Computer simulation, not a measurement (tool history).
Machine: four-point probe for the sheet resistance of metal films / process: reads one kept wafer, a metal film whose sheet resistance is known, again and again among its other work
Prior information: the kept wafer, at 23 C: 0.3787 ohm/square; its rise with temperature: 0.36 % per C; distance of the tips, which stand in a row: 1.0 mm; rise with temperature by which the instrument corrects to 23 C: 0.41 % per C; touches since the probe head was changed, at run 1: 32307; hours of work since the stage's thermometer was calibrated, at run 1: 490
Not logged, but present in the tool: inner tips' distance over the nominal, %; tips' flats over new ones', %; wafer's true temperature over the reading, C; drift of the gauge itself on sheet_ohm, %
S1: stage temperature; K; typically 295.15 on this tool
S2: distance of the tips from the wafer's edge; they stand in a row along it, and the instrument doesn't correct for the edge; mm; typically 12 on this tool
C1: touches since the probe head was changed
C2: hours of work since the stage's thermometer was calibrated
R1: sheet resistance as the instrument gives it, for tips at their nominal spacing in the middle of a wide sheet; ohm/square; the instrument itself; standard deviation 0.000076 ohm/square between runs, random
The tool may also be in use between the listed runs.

run 1 hour=0 | S1=295.15 S2=12 | C1=32307 C2=490 | R1=0.379226
run 2 hour=14.4 | S1=295.15 S2=12 | C1=33146 C2=501 | R1=0.379289
run 3 hour=24.5 | S1=291.15 S2=12 | C1=33731 C2=509 | R1=0.380026
run 4 hour=36.5 | S1=291.15 S2=12 | C1=34435 C2=518 | R1=0.379995
run 5 hour=46.2 | S1=291.15 S2=12 | C1=35000 C2=525 | R1=0.379991
run 6 hour=62.4 | S1=291.15 S2=12 | C1=35940 C2=538 | R1=0.379985
run 7 hour=77.9 | S1=291.15 S2=12 | C1=36840 C2=550 | R1=0.379933
run 8 hour=93.1 | S1=295.15 S2=5 | C1=37725 C2=562 | R1=0.385432
run 9 hour=101.3 | S1=295.15 S2=5 | C1=38203 C2=568 | R1=0.38565
run 10 hour=118.3 | S1=292.15 S2=56 | C1=39196 C2=581 | R1=0.378299
run 11 hour=129.3 | S1=292.15 S2=56 | C1=39836 C2=590 | R1=0.37817
run 12 hour=146 | S1=298.15 S2=57 | C1=40806 C2=603 | R1=0.377092
run 13 hour=161.2 | S1=302.15 S2=6 | C1=41690 C2=614 | R1=0.38173
-- hour=163 stage's thermometer calibrated
run 14 hour=175.4 | S1=302.15 S2=6 | C1=42491 C2=10 | R1=0.381751
run 15 hour=189.3 | S1=295.15 S2=29 | C1=43303 C2=20 | R1=0.37777
run 16 hour=208.4 | S1=295.15 S2=29 | C1=44415 C2=35 | R1=0.377732
run 17 hour=226.2 | S1=295.15 S2=29 | C1=45448 C2=49 | R1=0.37796
run 18 hour=234.3 | S1=298.15 S2=32 | C1=45920 C2=55 | R1=0.377202

Predict each of these 3 candidate next runs independently; none follows another, all start after run 18:
run A hour=253.3 | S1=294.15 S2=53 | C1=47026 C2=70 | R1=?
run B hour=253.3 | S1=302.15 S2=32 | C1=47026 C2=70 | R1=?
run C hour=253.3 | S1=293.15 S2=45 | C1=47026 C2=70 | R1=?

run=A R1=0.377787
run=B R1=0.376396
run=C R1=0.377838
Without the tool's unlogged condition, the same runs would have read:
run=A R1=0.379202
run=B R1=0.377812
run=C R1=0.379254
